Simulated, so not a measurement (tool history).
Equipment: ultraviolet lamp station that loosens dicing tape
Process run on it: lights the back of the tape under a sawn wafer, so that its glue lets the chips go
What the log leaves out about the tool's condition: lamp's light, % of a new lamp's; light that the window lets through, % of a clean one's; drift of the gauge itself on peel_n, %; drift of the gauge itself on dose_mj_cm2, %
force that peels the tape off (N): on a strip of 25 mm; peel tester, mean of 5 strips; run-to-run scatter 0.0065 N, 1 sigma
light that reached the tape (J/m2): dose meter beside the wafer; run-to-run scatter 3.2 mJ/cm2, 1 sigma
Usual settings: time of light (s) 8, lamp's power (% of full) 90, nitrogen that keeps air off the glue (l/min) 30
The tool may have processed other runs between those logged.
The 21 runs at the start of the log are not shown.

run	hour	time of light (s)	lamp's power (% of full)	nitrogen that keeps air off the glue (l/min)	hours of work of the lamp	hours of work since the window was cleaned	force that peels the tape off (N)	light that reached the tape (J/m2)
22	371.8	14	77	12	405	309	0.249	6150
# hour 374.2: window cleaned of glue's vapour
23	396.0	10	90	14	417	10	0.317	4780
24	411.8	8	90	16	424	18	0.446	3780
25	429.1	8	90	16	432	26	0.435	3750
26	444.9	8	90	16	440	33	0.452	3770
27	458.5	8	90	16	446	40	0.432	3760
28	484.0	8	96	36	458	52	0.293	3980
29	502.5	8	96	36	467	61	0.286	3990
30	524.1	9	76	41	477	71	0.339	3560
# hour 526.7: window cleaned of glue's vapour, once more
31	538.1	8	71	30	484	5	0.365	3600
32	553.7	4	89	30	491	13	0.929	2200
33	567.9	9	90	30	498	19	0.229	5170
34	587.9	4	76	30	507	29	1.280	1930
35	598.3	6	83	11	512	34	0.786	3120
36	622.0	6	97	15	523	45	0.494	3590
37	641.6	6	97	15	532	54	0.486	3620

Run 38, settings as shown, results not yet in. Your forecast:
38	655.4	14	60	9	539	61	?	?

force that peels the tape off (N): 0.316
light that reached the tape (J/m2): 5240
Were there no unlogged condition in the tool, this run, its random variation unchanged, would have produced force that peels the tape off (N) 0.276, light that reached the tape (J/m2) 5760.

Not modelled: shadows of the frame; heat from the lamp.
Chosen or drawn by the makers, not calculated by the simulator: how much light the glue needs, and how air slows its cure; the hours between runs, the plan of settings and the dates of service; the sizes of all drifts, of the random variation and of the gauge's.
